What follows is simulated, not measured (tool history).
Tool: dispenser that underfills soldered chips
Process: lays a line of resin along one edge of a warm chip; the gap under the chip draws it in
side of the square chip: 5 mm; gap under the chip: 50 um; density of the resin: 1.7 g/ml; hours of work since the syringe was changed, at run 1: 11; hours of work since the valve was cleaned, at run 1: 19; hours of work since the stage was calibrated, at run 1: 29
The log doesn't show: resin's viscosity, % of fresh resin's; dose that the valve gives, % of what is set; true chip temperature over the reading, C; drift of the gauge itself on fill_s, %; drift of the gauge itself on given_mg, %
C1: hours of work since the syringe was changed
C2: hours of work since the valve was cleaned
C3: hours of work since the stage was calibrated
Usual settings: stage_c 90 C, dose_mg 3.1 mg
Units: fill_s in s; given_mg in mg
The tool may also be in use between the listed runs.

{"run": 1, "hour": 0.0, "stage_c": 90, "dose_mg": 3.1, "C1": 11, "C2": 19, "C3": 29, "fill_s": 25.4, "given_mg": 3.084}
{"hour": 1.2, "done": "new syringe of resin"}
{"run": 2, "hour": 6.8, "stage_c": 90, "dose_mg": 2.96, "C1": 4, "C2": 23, "C3": 34, "fill_s": 17.6, "given_mg": 2.935}
{"run": 3, "hour": 12.5, "stage_c": 82, "dose_mg": 3.1, "C1": 8, "C2": 28, "C3": 38, "fill_s": 30.3, "given_mg": 3.07}
{"hour": 16.3, "done": "new syringe of resin"}
{"run": 4, "hour": 19.7, "stage_c": 90, "dose_mg": 3.1, "C1": 2, "C2": 33, "C3": 43, "fill_s": 15.3, "given_mg": 3.066}
{"run": 5, "hour": 25.4, "stage_c": 90, "dose_mg": 2.96, "C1": 7, "C2": 37, "C3": 47, "fill_s": 20.5, "given_mg": 2.924}
{"hour": 31.7, "done": "new syringe of resin"}
{"hour": 33.9, "done": "dispensing valve cleaned and set on the balance"}
{"run": 6, "hour": 38.9, "stage_c": 90, "dose_mg": 2.81, "C1": 5, "C2": 4, "C3": 56, "fill_s": 18.6, "given_mg": 2.799}
{"hour": 47.5, "done": "new syringe of resin"}
{"run": 7, "hour": 51.0, "stage_c": 90, "dose_mg": 3.89, "C1": 3, "C2": 12, "C3": 65, "fill_s": 14.3, "given_mg": 3.865}
{"run": 8, "hour": 61.5, "stage_c": 90, "dose_mg": 3.04, "C1": 10, "C2": 20, "C3": 73, "fill_s": 24.2, "given_mg": 3.013}
{"hour": 63.0, "done": "new syringe of resin"}
{"run": 9, "hour": 72.8, "stage_c": 90, "dose_mg": 3.04, "C1": 7, "C2": 28, "C3": 81, "fill_s": 20, "given_mg": 3.007}
{"hour": 78.2, "done": "new syringe of resin"}
{"run": 10, "hour": 83.9, "stage_c": 90, "dose_mg": 3.1, "C1": 4, "C2": 36, "C3": 89, "fill_s": 16.3, "given_mg": 3.051}
{"hour": 93.5, "done": "dispensing valve cleaned and set on the balance"}
{"hour": 94.4, "done": "new syringe of resin"}
{"run": 11, "hour": 94.4, "stage_c": 90, "dose_mg": 3.1, "C1": 0, "C2": 0, "C3": 96, "fill_s": 13.1, "given_mg": 3.106}
{"run": 12, "hour": 103.8, "stage_c": 90, "dose_mg": 3.1, "C1": 7, "C2": 7, "C3": 102, "fill_s": 19.9, "given_mg": 3.099}
{"hour": 109.2, "done": "new syringe of resin"}
{"run": 13, "hour": 114.6, "stage_c": 90, "dose_mg": 3.1, "C1": 4, "C2": 15, "C3": 110, "fill_s": 16.7, "given_mg": 3.09}
{"hour": 124.0, "done": "new syringe of resin"}
{"run": 14, "hour": 127.9, "stage_c": 93, "dose_mg": 3.88, "C1": 3, "C2": 25, "C3": 120, "fill_s": 13.5, "given_mg": 3.849}
{"run": 15, "hour": 138.1, "stage_c": 90, "dose_mg": 3.12, "C1": 10, "C2": 32, "C3": 127, "fill_s": 24, "given_mg": 3.086}
{"hour": 139.3, "done": "new syringe of resin"}
{"run": 16, "hour": 150.6, "stage_c": 91, "dose_mg": 2.77, "C1": 8, "C2": 41, "C3": 136, "fill_s": 20.9, "given_mg": 2.732}
{"hour": 153.3, "done": "dispensing valve cleaned and set on the balance"}
{"hour": 155.7, "done": "new syringe of resin"}
{"run": 17, "hour": 160.5, "stage_c": 91, "dose_mg": 2.77, "C1": 4, "C2": 5, "C3": 143, "fill_s": 15.9, "given_mg": 2.762}
{"hour": 170.7, "done": "new syringe of resin"}
{"run": 18, "hour": 172.5, "stage_c": 91, "dose_mg": 2.77, "C1": 1, "C2": 14, "C3": 151, "fill_s": 13.5, "given_mg": 2.753}
{"run": 19, "hour": 178.9, "stage_c": 91, "dose_mg": 2.77, "C1": 6, "C2": 18, "C3": 156, "fill_s": 18.1, "given_mg": 2.746}
{"hour": 185.6, "done": "new syringe of resin"}
{"run": 20, "hour": 188.8, "stage_c": 91, "dose_mg": 2.71, "C1": 2, "C2": 25, "C3": 163, "fill_s": 14.6, "given_mg": 2.68}
{"run": 21, "hour": 199.2, "stage_c": 84, "dose_mg": 2.9, "C1": 10, "C2": 33, "C3": 171, "fill_s": 30.1, "given_mg": 2.863}
{"hour": 200.6, "done": "new syringe of resin"}
{"run": 22, "hour": 208.6, "stage_c": 76, "dose_mg": 2.9, "C1": 6, "C2": 40, "C3": 177, "fill_s": 30.9, "given_mg": 2.851}
{"hour": 213.2, "done": "dispensing valve cleaned and set on the balance"}
{"hour": 216.5, "done": "new syringe of resin"}
{"run": 23, "hour": 216.5, "stage_c": 90, "dose_mg": 2.81, "C1": 0, "C2": 2, "C3": 182, "fill_s": 12.4, "given_mg": 2.808}
{"run": 24, "hour": 227.2, "stage_c": 90, "dose_mg": 2.82, "C1": 8, "C2": 10, "C3": 190, "fill_s": 21.7, "given_mg": 2.812}
{"hour": 231.8, "done": "new syringe of resin"}
{"run": 25, "hour": 239.5, "stage_c": 90, "dose_mg": 2.68, "C1": 6, "C2": 19, "C3": 199, "fill_s": 18.3, "given_mg": 2.662}

The same runs without the tool's hidden state, with the same run-to-run variation:
run=1 fill_s=13.3 given_mg=3.102
run=2 fill_s=13.8 given_mg=2.957
run=3 fill_s=18.2 given_mg=3.098
run=4 fill_s=13.2 given_mg=3.099
run=5 fill_s=13.6 given_mg=2.961
run=6 fill_s=14.3 given_mg=2.809
run=7 fill_s=12.8 given_mg=3.891
run=8 fill_s=13.2 given_mg=3.041
run=9 fill_s=13.1 given_mg=3.044
run=10 fill_s=12.9 given_mg=3.098
run=11 fill_s=13.5 given_mg=3.102
run=12 fill_s=13.3 given_mg=3.104
run=13 fill_s=13.6 given_mg=3.103
run=14 fill_s=11.8 given_mg=3.88
run=15 fill_s=12.8 given_mg=3.119
run=16 fill_s=13 given_mg=2.77
run=17 fill_s=13.2 given_mg=2.771
run=18 fill_s=13.2 given_mg=2.771
run=19 fill_s=13 given_mg=2.769
run=20 fill_s=13.4 given_mg=2.709
run=21 fill_s=16.8 given_mg=2.903
run=22 fill_s=22.8 given_mg=2.898
run=23 fill_s=13.2 given_mg=2.809
run=24 fill_s=14 given_mg=2.822
run=25 fill_s=13.7 given_mg=2.681
